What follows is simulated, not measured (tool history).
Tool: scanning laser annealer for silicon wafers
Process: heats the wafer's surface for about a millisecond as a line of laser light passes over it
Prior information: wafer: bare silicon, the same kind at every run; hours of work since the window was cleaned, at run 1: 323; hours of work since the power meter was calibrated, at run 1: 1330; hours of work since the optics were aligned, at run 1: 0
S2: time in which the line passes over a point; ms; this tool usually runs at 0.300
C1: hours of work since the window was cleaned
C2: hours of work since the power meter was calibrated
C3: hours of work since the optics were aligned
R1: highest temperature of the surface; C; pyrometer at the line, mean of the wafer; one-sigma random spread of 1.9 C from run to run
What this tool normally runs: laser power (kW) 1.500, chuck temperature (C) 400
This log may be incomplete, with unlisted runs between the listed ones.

{"run": 1, "hour": 0.0, "laser power (kW)": 1.5, "S2": 0.3, "chuck temperature (C)": 400, "C1": 323, "C2": 1330, "C3": 0, "R1": 1176}
{"run": 2, "hour": 40.6, "laser power (kW)": 1.5, "S2": 0.3, "chuck temperature (C)": 400, "C1": 354, "C2": 1361, "C3": 31, "R1": 1175}
{"hour": 67.1, "done": "window over the wafer cleaned"}
{"run": 3, "hour": 87.7, "laser power (kW)": 1.5, "S2": 0.3, "chuck temperature (C)": 400, "C1": 16, "C2": 1395, "C3": 65, "R1": 1204}
{"run": 4, "hour": 122.8, "laser power (kW)": 1.5, "S2": 0.3, "chuck temperature (C)": 400, "C1": 43, "C2": 1422, "C3": 92, "R1": 1203}
{"run": 5, "hour": 179.8, "laser power (kW)": 1.5, "S2": 0.3, "chuck temperature (C)": 400, "C1": 86, "C2": 1465, "C3": 136, "R1": 1194}
{"run": 6, "hour": 208.2, "laser power (kW)": 1.435, "S2": 0.3, "chuck temperature (C)": 400, "C1": 108, "C2": 1487, "C3": 157, "R1": 1156}
{"run": 7, "hour": 243.7, "laser power (kW)": 1.515, "S2": 0.3, "chuck temperature (C)": 400, "C1": 135, "C2": 1514, "C3": 184, "R1": 1195}
{"run": 8, "hour": 288.7, "laser power (kW)": 1.495, "S2": 0.274, "chuck temperature (C)": 423, "C1": 169, "C2": 1548, "C3": 219, "R1": 1172}
{"run": 9, "hour": 313.0, "laser power (kW)": 1.474, "S2": 0.266, "chuck temperature (C)": 438, "C1": 188, "C2": 1567, "C3": 237, "R1": 1165}
{"hour": 322.1, "done": "optics aligned, line set to its width"}
{"run": 10, "hour": 368.0, "laser power (kW)": 1.5, "S2": 0.3, "chuck temperature (C)": 385, "C1": 226, "C2": 1605, "C3": 35, "R1": 1168}
{"run": 11, "hour": 423.3, "laser power (kW)": 1.5, "S2": 0.3, "chuck temperature (C)": 385, "C1": 268, "C2": 1647, "C3": 77, "R1": 1161}
{"run": 12, "hour": 447.1, "laser power (kW)": 1.5, "S2": 0.3, "chuck temperature (C)": 385, "C1": 286, "C2": 1665, "C3": 95, "R1": 1161}
{"run": 13, "hour": 495.7, "laser power (kW)": 1.51, "S2": 0.302, "chuck temperature (C)": 414, "C1": 323, "C2": 1703, "C3": 132, "R1": 1193}

Measured result minus the same run's result without the hidden state. Both carry the same run-to-run variation, though not necessarily the same gauge scatter:
Hidden conditions of the tool in this case: light that passes the window, % of a clean one's; laser's true power over the reading, %; width of the line over the set one, %; drift of the gauge itself on peak_c, C.
run=1 R1=-20
run=2 R1=-23
run=3 R1=+6
run=4 R1=+3
run=5 R1=-1
run=6 R1=-4
run=7 R1=-6
run=8 R1=-9
run=9 R1=-11
run=10 R1=-15
run=11 R1=-20
run=12 R1=-21
run=13 R1=-25
